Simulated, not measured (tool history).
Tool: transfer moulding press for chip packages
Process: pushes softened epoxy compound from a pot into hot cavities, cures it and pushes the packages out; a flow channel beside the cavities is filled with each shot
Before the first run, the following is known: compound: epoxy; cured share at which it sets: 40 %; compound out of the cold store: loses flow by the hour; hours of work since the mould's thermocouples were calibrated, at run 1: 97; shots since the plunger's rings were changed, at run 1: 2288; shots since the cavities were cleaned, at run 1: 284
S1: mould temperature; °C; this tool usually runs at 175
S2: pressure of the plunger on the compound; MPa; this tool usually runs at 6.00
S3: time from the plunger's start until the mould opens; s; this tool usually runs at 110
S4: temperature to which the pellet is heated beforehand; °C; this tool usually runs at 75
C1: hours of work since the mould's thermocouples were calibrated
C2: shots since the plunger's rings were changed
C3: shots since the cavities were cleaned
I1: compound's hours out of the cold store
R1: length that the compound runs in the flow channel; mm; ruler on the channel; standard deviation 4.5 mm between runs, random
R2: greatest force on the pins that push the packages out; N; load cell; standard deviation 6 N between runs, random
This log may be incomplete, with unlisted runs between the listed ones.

{"run": 1, "hour": 0.0, "S1": 175, "S2": 6.0, "S3": 110, "S4": 75, "C1": 97, "C2": 2288, "C3": 284, "I1": 34.7, "R1": 687, "R2": 291}
{"run": 2, "hour": 7.7, "S1": 175, "S2": 6.0, "S3": 110, "S4": 75, "C1": 102, "C2": 2378, "C3": 374, "I1": 8.3, "R1": 738, "R2": 330}
{"hour": 11.6, "done": "cavities cleaned with cleaning compound and waxed"}
{"run": 3, "hour": 16.5, "S1": 175, "S2": 6.0, "S3": 110, "S4": 75, "C1": 107, "C2": 2462, "C3": 56, "I1": 20.9, "R1": 719, "R2": 367}
{"run": 4, "hour": 21.1, "S1": 175, "S2": 6.0, "S3": 110, "S4": 84, "C1": 110, "C2": 2516, "C3": 110, "I1": 10.4, "R1": 736, "R2": 382}
{"run": 5, "hour": 30.5, "S1": 174, "S2": 6.0, "S3": 110, "S4": 75, "C1": 116, "C2": 2626, "C3": 220, "I1": 16.6, "R1": 730, "R2": 414}
{"run": 6, "hour": 35.9, "S1": 175, "S2": 6.0, "S3": 110, "S4": 80, "C1": 120, "C2": 2688, "C3": 282, "I1": 11.9, "R1": 735, "R2": 407}
{"run": 7, "hour": 40.6, "S1": 175, "S2": 6.0, "S3": 110, "S4": 80, "C1": 123, "C2": 2743, "C3": 337, "I1": 37.7, "R1": 670, "R2": 406}
{"hour": 47.9, "done": "cavities cleaned with cleaning compound and waxed"}
{"hour": 50.7, "done": "cavities cleaned with cleaning compound and waxed, once more"}
{"run": 8, "hour": 52.3, "S1": 175, "S2": 6.0, "S3": 110, "S4": 80, "C1": 129, "C2": 2845, "C3": 19, "I1": 29.9, "R1": 684, "R2": 233}
{"run": 9, "hour": 58.9, "S1": 175, "S2": 6.0, "S3": 114, "S4": 75, "C1": 133, "C2": 2922, "C3": 96, "I1": 14.2, "R1": 714, "R2": 243}
{"run": 10, "hour": 64.4, "S1": 175, "S2": 6.0, "S3": 114, "S4": 75, "C1": 137, "C2": 2986, "C3": 160, "I1": 47.6, "R1": 656, "R2": 273}
{"run": 11, "hour": 70.1, "S1": 175, "S2": 6.0, "S3": 114, "S4": 75, "C1": 140, "C2": 3052, "C3": 226, "I1": 29.7, "R1": 691, "R2": 274}
{"run": 12, "hour": 77.9, "S1": 175, "S2": 6.0, "S3": 114, "S4": 75, "C1": 146, "C2": 3143, "C3": 317, "I1": 27.0, "R1": 694, "R2": 317}
{"run": 13, "hour": 82.7, "S1": 175, "S2": 6.0, "S3": 114, "S4": 75, "C1": 149, "C2": 3199, "C3": 373, "I1": 34.2, "R1": 678, "R2": 306}
{"hour": 87.2, "done": "cavities cleaned with cleaning compound and waxed"}
{"run": 14, "hour": 90.2, "S1": 175, "S2": 6.0, "S3": 110, "S4": 75, "C1": 153, "C2": 3270, "C3": 35, "I1": 46.4, "R1": 660, "R2": 241}
{"run": 15, "hour": 95.5, "S1": 175, "S2": 6.0, "S3": 110, "S4": 75, "C1": 156, "C2": 3331, "C3": 96, "I1": 32.9, "R1": 680, "R2": 245}
{"run": 16, "hour": 104.5, "S1": 181, "S2": 4.52, "S3": 126, "S4": 82, "C1": 162, "C2": 3435, "C3": 200, "I1": 21.5, "R1": 591, "R2": 267}
{"run": 17, "hour": 110.0, "S1": 181, "S2": 4.52, "S3": 126, "S4": 82, "C1": 166, "C2": 3500, "C3": 265, "I1": 32.8, "R1": 570, "R2": 271}
{"hour": 114.5, "done": "plunger's sealing rings changed"}
{"run": 18, "hour": 122.2, "S1": 173, "S2": 4.63, "S3": 110, "S4": 81, "C1": 173, "C2": 90, "C3": 378, "I1": 45.2, "R1": 622, "R2": 337}
{"hour": 126.0, "done": "cavities cleaned with cleaning compound and waxed"}
{"run": 19, "hour": 130.1, "S1": 173, "S2": 6.0, "S3": 110, "S4": 75, "C1": 177, "C2": 165, "C3": 49, "I1": 29.4, "R1": 733, "R2": 255}
{"run": 20, "hour": 136.4, "S1": 175, "S2": 7.39, "S3": 110, "S4": 84, "C1": 181, "C2": 237, "C3": 121, "I1": 46.0, "R1": 767, "R2": 260}
{"run": 21, "hour": 144.0, "S1": 175, "S2": 5.34, "S3": 110, "S4": 75, "C1": 186, "C2": 327, "C3": 211, "I1": 28.2, "R1": 693, "R2": 275}
{"run": 22, "hour": 153.0, "S1": 175, "S2": 5.34, "S3": 108, "S4": 75, "C1": 192, "C2": 431, "C3": 315, "I1": 18.5, "R1": 710, "R2": 306}
{"run": 23, "hour": 159.1, "S1": 170, "S2": 6.0, "S3": 110, "S4": 75, "C1": 196, "C2": 503, "C3": 387, "I1": 20.8, "R1": 760, "R2": 416}
{"hour": 162.3, "done": "cavities cleaned with cleaning compound and waxed"}
{"run": 24, "hour": 166.0, "S1": 167, "S2": 6.0, "S3": 105, "S4": 75, "C1": 200, "C2": 565, "C3": 43, "I1": 47.3, "R1": 725, "R2": 397}
{"run": 25, "hour": 170.8, "S1": 167, "S2": 6.0, "S3": 105, "S4": 75, "C1": 203, "C2": 622, "C3": 100, "I1": 15.7, "R1": 792, "R2": 470}
{"run": 26, "hour": 175.4, "S1": 175, "S2": 6.47, "S3": 110, "S4": 75, "C1": 206, "C2": 675, "C3": 153, "I1": 45.6, "R1": 722, "R2": 262}
{"run": 27, "hour": 185.0, "S1": 176, "S2": 6.0, "S3": 112, "S4": 70, "C1": 213, "C2": 787, "C3": 265, "I1": 8.9, "R1": 756, "R2": 281}
{"run": 28, "hour": 189.6, "S1": 176, "S2": 6.0, "S3": 112, "S4": 70, "C1": 216, "C2": 840, "C3": 318, "I1": 14.0, "R1": 750, "R2": 311}
{"run": 29, "hour": 196.2, "S1": 176, "S2": 6.0, "S3": 92, "S4": 70, "C1": 220, "C2": 917, "C3": 395, "I1": 23.6, "R1": 725, "R2": 387}

Entry by entry between the runs, the difference in hidden state between the last listed run before and the first listed run after:
After run 2, before run 3: cavities cleaned with cleaning compound and waxed (hour 11.6)
  true mould temperature over the reading, C: 0.27 -> 0.29; pressure that reaches the compound, % of what is set: 91.2 -> 90.88; grip of the stained cavities, % over clean ones': 43.8 -> 64.6
  measured minus no-state result, R1: -36 -> -36 mm; R2: +98 -> +143 N
After run 7, before run 8: cavities cleaned with cleaning compound and waxed (hour 47.9); cavities cleaned with cleaning compound and waxed, once more (hour 50.7)
  true mould temperature over the reading, C: 0.32 -> 0.34; pressure that reaches the compound, % of what is set: 89.9 -> 89.52; grip of the stained cavities, % over clean ones': 82.1 -> 4.2
  measured minus no-state result, R1: -39 -> -41 mm; R2: +182 -> +8 N
After run 13, before run 14: cavities cleaned with cleaning compound and waxed (hour 87.2)
  true mould temperature over the reading, C: 0.38 -> 0.39; pressure that reaches the compound, % of what is set: 88.21 -> 87.94; grip of the stained cavities, % over clean ones': 46 -> 6.5
  measured minus no-state result, R1: -45 -> -45 mm; R2: +97 -> +12 N
After run 17, before run 18: plunger's sealing rings changed (hour 114.5)
  true mould temperature over the reading, C: 0.42 -> 0.44; pressure that reaches the compound, % of what is set: 87.11 -> 99.4; grip of the stained cavities, % over clean ones': 36.3 -> 48
  measured minus no-state result, R1: -41 -> -4 mm; R2: +71 -> +106 N
After run 18, before run 19: cavities cleaned with cleaning compound and waxed (hour 126.0)
  true mould temperature over the reading, C: 0.44 -> 0.45; pressure that reaches the compound, % of what is set: 99.4 -> 99.12; grip of the stained cavities, % over clean ones': 48 -> 8.4
  measured minus no-state result, R1: -4 -> -5 mm; R2: +106 -> +15 N
After run 23, before run 24: cavities cleaned with cleaning compound and waxed (hour 162.3)
  true mould temperature over the reading, C: 0.49 -> 0.5; pressure that reaches the compound, % of what is set: 97.85 -> 97.62; grip of the stained cavities, % over clean ones': 47.4 -> 6.8
  measured minus no-state result, R1: -11 -> -11 mm; R2: +124 -> +9 N
